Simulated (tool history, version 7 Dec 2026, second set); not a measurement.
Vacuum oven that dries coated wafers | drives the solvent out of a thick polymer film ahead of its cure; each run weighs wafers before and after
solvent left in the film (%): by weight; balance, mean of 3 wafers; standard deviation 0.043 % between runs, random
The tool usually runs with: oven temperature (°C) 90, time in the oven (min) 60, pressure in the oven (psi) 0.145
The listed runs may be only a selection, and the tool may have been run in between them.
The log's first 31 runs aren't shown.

run,hour,oven temperature (°C),time in the oven (min),pressure in the oven (psi),solvent left in the film (%)
32,1370.7,98,96,0.419,1.18
33,1411.1,98,96,0.419,1.22
34,1469.8,77,74,0.495,6.67
35,1502,95,31,0.083,2.58
36,1551.1,85,39,0.145,5.05
37,1587.7,78,41,0.096,7.51
38,1615.8,80,34,0.357,8.48
39,1651.1,90,35,0.264,3.9
40,1675.9,90,46,0.106,2.35
41,1707.8,90,99,0.245,1.1
42,1744.8,104,67,0.183,0.53
43,1783.5,90,36,0.145,3.48
44,1816.5,80,60,0.145,4.66
45,1840.3,96,60,0.145,0.77
46,1892.5,100,60,0.175,0.58

Each row is a separate what-if for the run after 46, all from the same tool condition, not one after another. Results?
A,1938.6,84,54,0.145,?
B,1938.6,101,71,0.336,?
C,1938.6,100,36,0.474,?
D,1938.6,90,41,0.145,?
E,1938.6,90,61,0.145,?

run,solvent left in the film (%)
A,3.58
B,0.77
C,1.7
D,2.85
E,1.43
Without the tool's unlogged condition, the same runs would have read:
run,solvent left in the film (%)
A,4.43
B,0.77
C,2.07
D,3.6
E,1.87
